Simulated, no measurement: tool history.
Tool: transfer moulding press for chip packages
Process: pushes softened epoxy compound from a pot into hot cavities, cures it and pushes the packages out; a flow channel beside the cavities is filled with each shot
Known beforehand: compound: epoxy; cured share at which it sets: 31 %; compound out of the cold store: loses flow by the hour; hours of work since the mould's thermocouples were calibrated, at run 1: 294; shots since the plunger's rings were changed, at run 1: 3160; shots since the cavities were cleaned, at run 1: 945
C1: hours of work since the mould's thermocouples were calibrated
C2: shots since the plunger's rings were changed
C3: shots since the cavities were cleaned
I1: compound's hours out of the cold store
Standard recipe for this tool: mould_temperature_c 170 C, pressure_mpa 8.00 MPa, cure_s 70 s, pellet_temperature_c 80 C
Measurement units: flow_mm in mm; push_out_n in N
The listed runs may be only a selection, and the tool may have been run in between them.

Run 1, day 0.000: usual settings; C1 294; C2 3160; C3 945; I1 11.9. Result: flow_mm 939 mm, push_out_n 1011 N.
At day 0.250: cavities cleaned with cleaning compound and waxed.
Run 2, day 1.608: usual settings; C1 320; C2 3856; C3 611; I1 47.1. Result: flow_mm 815 mm, push_out_n 1105 N.
At day 2.458: mould's thermocouples calibrated.
At day 2.750: cavities cleaned with cleaning compound and waxed.
Run 3, day 3.529: usual settings; C1 17; C2 4656; C3 351; I1 21.2. Result: flow_mm 883 mm, push_out_n 822 N.
Run 4, day 4.688: usual settings; C1 37; C2 5178; C3 873; I1 40.2. Result: flow_mm 814 mm, push_out_n 1034 N.
At day 5.179: cavities cleaned with cleaning compound and waxed.
Run 5, day 6.296: usual settings; C1 63; C2 5876; C3 504; I1 16.0. Result: flow_mm 871 mm, push_out_n 934 N.
At day 6.592: plunger's sealing rings changed.
At day 6.958: cavities cleaned with cleaning compound and waxed, once more.
Run 6, day 8.592: usual settings but pellet_temperature_c 81 C; C1 99; C2 874; C3 736; I1 28.1. Result: flow_mm 939 mm, push_out_n 969 N.
At day 9.300: cavities cleaned with cleaning compound and waxed.
Run 7, day 10.754: usual settings but cure_s 77 s; C1 134; C2 1819; C3 654; I1 8.3. Result: flow_mm 988 mm, push_out_n 794 N.
At day 11.600: cavities cleaned with cleaning compound and waxed.
Run 8, day 12.600: usual settings but cure_s 77 s; C1 164; C2 2622; C3 449; I1 24.4. Result: flow_mm 911 mm, push_out_n 695 N.
At day 13.875: cavities cleaned with cleaning compound and waxed.
Run 9, day 15.150: usual settings but cure_s 77 s; C1 207; C2 3743; C3 573; I1 39.5. Result: flow_mm 844 mm, push_out_n 698 N.
At day 16.133: cavities cleaned with cleaning compound and waxed.
Run 10, day 17.162: usual settings but cure_s 77 s; C1 240; C2 4622; C3 464; I1 21.2. Result: flow_mm 885 mm, push_out_n 727 N.
At day 18.388: cavities cleaned with cleaning compound and waxed.
Run 11, day 18.712: usual settings; C1 265; C2 5293; C3 147; I1 21.6. Result: flow_mm 870 mm, push_out_n 699 N.
At day 20.417: plunger's sealing rings changed.
At day 20.925: cavities cleaned with cleaning compound and waxed.
Run 12, day 21.283: usual settings; C1 305; C2 363; C3 162; I1 33.7. Result: flow_mm 936 mm, push_out_n 668 N.
At day 22.958: mould's thermocouples calibrated.
Run 13, day 23.046: usual settings; C1 1; C2 1119; C3 918; I1 13.4. Result: flow_mm 991 mm, push_out_n 1109 N.
At day 23.354: cavities cleaned with cleaning compound and waxed.
Run 14, day 25.100: usual settings; C1 35; C2 2017; C3 787; I1 32.6. Result: flow_mm 893 mm, push_out_n 996 N.
At day 25.683: cavities cleaned with cleaning compound and waxed.
Run 15, day 27.475: usual settings but mould_temperature_c 171 C, pressure_mpa 8.86 MPa, cure_s 50 s, pellet_temperature_c 71 C; C1 74; C2 3059; C3 808; I1 29.0. Result: flow_mm 943 mm, push_out_n 2411 N.
At day 28.062: cavities cleaned with cleaning compound and waxed.
Run 16, day 28.658: usual settings but mould_temperature_c 172 C, pressure_mpa 9.71 MPa, cure_s 107 s; C1 93; C2 3564; C3 269; I1 16.7. Result: flow_mm 1006 mm, push_out_n 441 N.
Run 17, day 29.758: usual settings but mould_temperature_c 174 C, cure_s 94 s; C1 112; C2 4060; C3 765; I1 42.8. Result: flow_mm 817 mm, push_out_n 573 N.
At day 30.333: cavities cleaned with cleaning compound and waxed.
Run 18, day 31.179: usual settings but mould_temperature_c 174 C, pressure_mpa 9.20 MPa, cure_s 53 s, pellet_temperature_c 83 C; C1 135; C2 4671; C3 381; I1 26.2. Result: flow_mm 909 mm, push_out_n 1373 N.
Run 19, day 32.471: usual settings but mould_temperature_c 174 C, pressure_mpa 9.20 MPa, cure_s 53 s, pellet_temperature_c 83 C; C1 157; C2 5253; C3 963; I1 8.3. Result: flow_mm 965 mm, push_out_n 1790 N.
At day 32.667: cavities cleaned with cleaning compound and waxed.
At day 34.208: plunger's sealing rings changed.
Run 20, day 34.642: usual settings but mould_temperature_c 162 C; C1 191; C2 195; C3 843; I1 45.5. Result: flow_mm 902 mm, push_out_n 1619 N.
At day 35.067: cavities cleaned with cleaning compound and waxed.
Run 21, day 36.671: usual settings but mould_temperature_c 165 C, cure_s 92 s; C1 224; C2 1081; C3 724; I1 26.8. Result: flow_mm 946 mm, push_out_n 724 N.

What does the tool deliver on the next run?
At day 37.483: cavities cleaned with cleaning compound and waxed.
Run 22, day 39.038: usual settings but mould_temperature_c 165 C, cure_s 92 s; C1 263; C2 2119; C3 701; I1 17.2. Result: flow_mm ?, push_out_n ?.

flow_mm: 960 mm
push_out_n: 731 N
With the hidden condition absent and the run-to-run variation left alone, this run would have shown flow_mm 1002 mm, push_out_n 477 N.
